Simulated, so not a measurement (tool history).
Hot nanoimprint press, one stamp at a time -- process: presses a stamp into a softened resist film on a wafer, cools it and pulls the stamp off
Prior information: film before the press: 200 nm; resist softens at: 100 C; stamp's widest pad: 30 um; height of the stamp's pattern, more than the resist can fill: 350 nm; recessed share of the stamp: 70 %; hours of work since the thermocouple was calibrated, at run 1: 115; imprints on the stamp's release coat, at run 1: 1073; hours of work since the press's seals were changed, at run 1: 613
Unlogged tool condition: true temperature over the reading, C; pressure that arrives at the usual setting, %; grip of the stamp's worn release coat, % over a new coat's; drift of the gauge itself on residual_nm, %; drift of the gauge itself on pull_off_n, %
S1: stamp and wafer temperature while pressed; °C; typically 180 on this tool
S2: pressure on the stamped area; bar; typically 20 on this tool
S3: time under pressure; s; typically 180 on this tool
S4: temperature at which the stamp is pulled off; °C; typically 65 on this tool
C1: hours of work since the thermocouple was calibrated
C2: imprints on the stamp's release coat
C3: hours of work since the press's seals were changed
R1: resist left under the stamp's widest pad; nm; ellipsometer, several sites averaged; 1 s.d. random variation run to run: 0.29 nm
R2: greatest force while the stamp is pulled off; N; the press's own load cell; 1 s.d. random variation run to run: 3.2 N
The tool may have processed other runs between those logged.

{"run": 1, "hour": 0.0, "S1": 180, "S2": 20, "S3": 180, "S4": 65, "C1": 115, "C2": 1073, "C3": 613, "R1": 77.5, "R2": 197}
{"run": 2, "hour": 17.2, "S1": 180, "S2": 31.6, "S3": 180, "S4": 65, "C1": 126, "C2": 1137, "C3": 623, "R1": 61.3, "R2": 201}
{"hour": 36.1, "done": "stamp cleaned and given a new release coat"}
{"run": 3, "hour": 63.7, "S1": 186, "S2": 20, "S3": 180, "S4": 65, "C1": 150, "C2": 102, "C3": 648, "R1": 58.8, "R2": 156}
{"run": 4, "hour": 84.2, "S1": 186, "S2": 20, "S3": 180, "S4": 65, "C1": 162, "C2": 178, "C3": 660, "R1": 58.2, "R2": 162}
{"run": 5, "hour": 104.8, "S1": 186, "S2": 20, "S3": 180, "S4": 65, "C1": 175, "C2": 255, "C3": 672, "R1": 58.2, "R2": 164}
{"run": 6, "hour": 138.9, "S1": 180, "S2": 20, "S3": 356, "S4": 65, "C1": 195, "C2": 381, "C3": 693, "R1": 58.5, "R2": 169}
{"run": 7, "hour": 178.1, "S1": 180, "S2": 20, "S3": 161, "S4": 65, "C1": 219, "C2": 527, "C3": 716, "R1": 79.9, "R2": 172}
{"run": 8, "hour": 196.1, "S1": 180, "S2": 20, "S3": 180, "S4": 65, "C1": 229, "C2": 593, "C3": 727, "R1": 76.6, "R2": 177}
{"run": 9, "hour": 225.9, "S1": 180, "S2": 20, "S3": 180, "S4": 65, "C1": 247, "C2": 704, "C3": 745, "R1": 76.7, "R2": 184}
{"hour": 262.5, "done": "press's hydraulic seals changed and the load cell set to zero"}
{"run": 10, "hour": 265.6, "S1": 180, "S2": 20, "S3": 180, "S4": 65, "C1": 266, "C2": 821, "C3": 2, "R1": 74.8, "R2": 190}
{"run": 11, "hour": 299.1, "S1": 173, "S2": 20, "S3": 180, "S4": 65, "C1": 287, "C2": 946, "C3": 22, "R1": 102.7, "R2": 185}
{"run": 12, "hour": 330.3, "S1": 180, "S2": 13.1, "S3": 180, "S4": 65, "C1": 305, "C2": 1062, "C3": 41, "R1": 92.1, "R2": 202}
{"hour": 342.1, "done": "plate thermocouple calibrated"}
{"run": 13, "hour": 356.2, "S1": 180, "S2": 13.1, "S3": 180, "S4": 65, "C1": 8, "C2": 1146, "C3": 55, "R1": 97.2, "R2": 198}
{"hour": 373.3, "done": "stamp cleaned and given a new release coat"}
{"run": 14, "hour": 399.6, "S1": 180, "S2": 13.1, "S3": 180, "S4": 65, "C1": 31, "C2": 97, "C3": 77, "R1": 97.3, "R2": 158}
{"run": 15, "hour": 434.9, "S1": 180, "S2": 13.1, "S3": 180, "S4": 65, "C1": 52, "C2": 228, "C3": 98, "R1": 97.1, "R2": 160}
{"run": 16, "hour": 470.1, "S1": 180, "S2": 13.1, "S3": 180, "S4": 65, "C1": 73, "C2": 358, "C3": 119, "R1": 97.2, "R2": 166}
{"run": 17, "hour": 499.1, "S1": 170, "S2": 27.9, "S3": 205, "S4": 73, "C1": 91, "C2": 466, "C3": 137, "R1": 102.4, "R2": 160}
{"run": 18, "hour": 529.9, "S1": 170, "S2": 27.9, "S3": 205, "S4": 73, "C1": 109, "C2": 580, "C3": 155, "R1": 102.8, "R2": 168}
{"run": 19, "hour": 551.0, "S1": 176, "S2": 16.5, "S3": 94, "S4": 73, "C1": 122, "C2": 659, "C3": 168, "R1": 125.8, "R2": 170}
{"run": 20, "hour": 586.1, "S1": 184, "S2": 20, "S3": 180, "S4": 64, "C1": 143, "C2": 789, "C3": 189, "R1": 64.8, "R2": 193}
{"run": 21, "hour": 612.3, "S1": 184, "S2": 30.7, "S3": 180, "S4": 64, "C1": 159, "C2": 886, "C3": 205, "R1": 51.2, "R2": 188}
{"run": 22, "hour": 640.5, "S1": 180, "S2": 20.3, "S3": 180, "S4": 67, "C1": 176, "C2": 991, "C3": 222, "R1": 77.3, "R2": 193}
{"run": 23, "hour": 672.8, "S1": 180, "S2": 20.3, "S3": 180, "S4": 67, "C1": 195, "C2": 1110, "C3": 241, "R1": 76.8, "R2": 195}
{"hour": 700.2, "done": "stamp cleaned and given a new release coat"}
{"run": 24, "hour": 701.4, "S1": 180, "S2": 21.1, "S3": 180, "S4": 65, "C1": 209, "C2": 5, "C3": 255, "R1": 76, "R2": 153}
{"run": 25, "hour": 724.5, "S1": 183, "S2": 14.8, "S3": 152, "S4": 71, "C1": 223, "C2": 91, "C3": 269, "R1": 84, "R2": 148}

For run 26, what comes out?
{"run": 26, "hour": 756.5, "S1": 170, "S2": 12.8, "S3": 96, "S4": 57, "C1": 242, "C2": 209, "C3": 288, "R1": "?", "R2": "?"}

Logged for run 26: R1 161.3 nm, R2 168 N.
Minus the tool's unlogged condition, the same run would have read R1 163.3 nm, R2 161 N.
